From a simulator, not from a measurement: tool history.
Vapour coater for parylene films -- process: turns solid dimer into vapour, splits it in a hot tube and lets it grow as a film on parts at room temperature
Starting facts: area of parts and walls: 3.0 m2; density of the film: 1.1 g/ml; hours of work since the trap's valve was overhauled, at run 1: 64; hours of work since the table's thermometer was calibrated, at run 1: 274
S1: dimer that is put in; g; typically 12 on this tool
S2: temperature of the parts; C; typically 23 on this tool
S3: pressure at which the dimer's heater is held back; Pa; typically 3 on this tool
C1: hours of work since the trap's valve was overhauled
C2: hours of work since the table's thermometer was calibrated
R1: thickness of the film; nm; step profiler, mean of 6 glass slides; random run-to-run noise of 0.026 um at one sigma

run     day  S1  S2    S3   C1   C2    R1
  1       0  12  23     3   64  274  1910
  2   1.254  12  28     3   87  297  1580
  3    2.15  12  28     3  104  314  1580
  4   3.129  12  28     3  122  332  1540
  5   4.104  12  28     3  141  350  1560
  6   5.475  12  28     3  166  376  1500
  7     6.2   7  28     3  180  390   860
  8   7.462   7  28     3  203  413   910
  9   9.096   7  23     3  234  444  1040
 10  10.462   7  23  5.54  260  469   980
 11  11.421  12  27     3  277  487  1460
     12.371  -- trap's valve overhauled
 12  12.633   7  27     3    5  507   950
 13  13.371   7  27     3   19  521   970
 14  14.117   7  27     3   33  535   960
 15   14.95   7  27     3   48  550   940
 16  16.704  12  23     3   81  583  1890
 17  17.938  12  23     3  104  606  1920
 18  18.792  12  23     3  120  622  1850
 19  20.433  12  23  3.57  151  653  1820
 20  21.412   5  22  2.33  169  671   800
 21  22.608  11  29  6.36  191  693  1250
 22  23.479  11  17  6.82  208  710  1910
 23  24.875   9  24  2.79  234  736  1260
 24  26.142   5  24  5.52  258  759   620
 25  27.533   5  24  5.52  284  785   630
     28.142  -- trap's valve overhauled
 26  29.171  13  32  2.79   19  813  1540
 27  30.079   6  20  6.28   36  830  1030
 28  31.058  10  15  2.14   55  848  2120
 29  32.071  10  15  2.14   73  867  2160

What does the tool deliver on the next run?
 30  33.471  10  15  2.14  100  893   ?

R1: 2130 nm
On a tool with no hidden condition, and with the same random variation, this run would have come out at R1 2310 nm.
